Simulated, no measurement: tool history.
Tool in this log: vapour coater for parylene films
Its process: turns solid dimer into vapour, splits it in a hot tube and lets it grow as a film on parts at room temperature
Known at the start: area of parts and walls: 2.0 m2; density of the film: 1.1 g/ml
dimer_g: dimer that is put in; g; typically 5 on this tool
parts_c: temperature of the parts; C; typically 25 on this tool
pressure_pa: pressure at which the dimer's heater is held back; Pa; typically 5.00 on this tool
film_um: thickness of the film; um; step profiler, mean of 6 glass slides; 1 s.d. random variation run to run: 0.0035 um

run    hour  dimer_g  parts_c  pressure_pa  film_um
  1     0.0        5       25         5.00    1.136
  2    26.4        5       25         5.00    1.137
  3    68.2        9       25         5.00    2.053
  4   103.3        9       25         5.00    2.041
  5   129.3        9       25         5.00    2.046
  6   150.5        9       25         5.00    2.047
  7   181.2        5       25         5.00    1.140
  8   216.3        5       25         6.57    1.092
  9   239.2        5       25         6.57    1.089
 10   260.3        5       23         5.00    1.219
 11   289.6        5       25         4.15    1.169
 12   335.3        5       28         5.00    1.026
 13   366.3        5       31         5.00    0.924
 14   401.1        5       31         5.00    0.923
 15   430.9        5       31         5.00    0.926
 16   458.8        5       25         5.00    1.141
 17   488.4        5       25         5.00    1.141
 18   515.2        5       25        10.52    1.012
 19   560.2        5       23        10.52    1.091
 20   603.3        5       23        10.52    1.084
 21   626.2        5       23        10.52    1.091
 22   657.9        5       20         3.81    1.416
 23   707.0        5       20         3.81    1.413
 24   731.7        5       20         3.81    1.408
 25   771.3        6       25         2.65    1.497
 26   822.6        2       20         2.14    0.610
 27   862.1        2       25         5.00    0.457
 28   909.7        2       25         2.94    0.492
 29   930.6        5       28        10.22    0.922
 30   974.8        5       28        10.22    0.924
 31  1000.9        5       33         8.79    0.794
 32  1026.9        6       27         7.44    1.203
 33  1062.8        4       24         5.00    0.941
 34  1089.8        5       27         5.00    1.057
 35  1117.9        4       25         5.00    0.906
 36  1158.4        5       19         3.20    1.504
 37  1204.4        5       19         3.20    1.499
 38  1246.7        3       30         5.00    0.576

Removed from this log: 1 entry logged between the listed runs. Between which two listed runs does each belong, and how does the tool's hidden state at the listed run before it compare with that at the listed run after it?
From run 26 to run 27: trap's valve overhauled (hour 831.0)
  vapour lost through the trap's worn valve, %: 0.2 -> 0
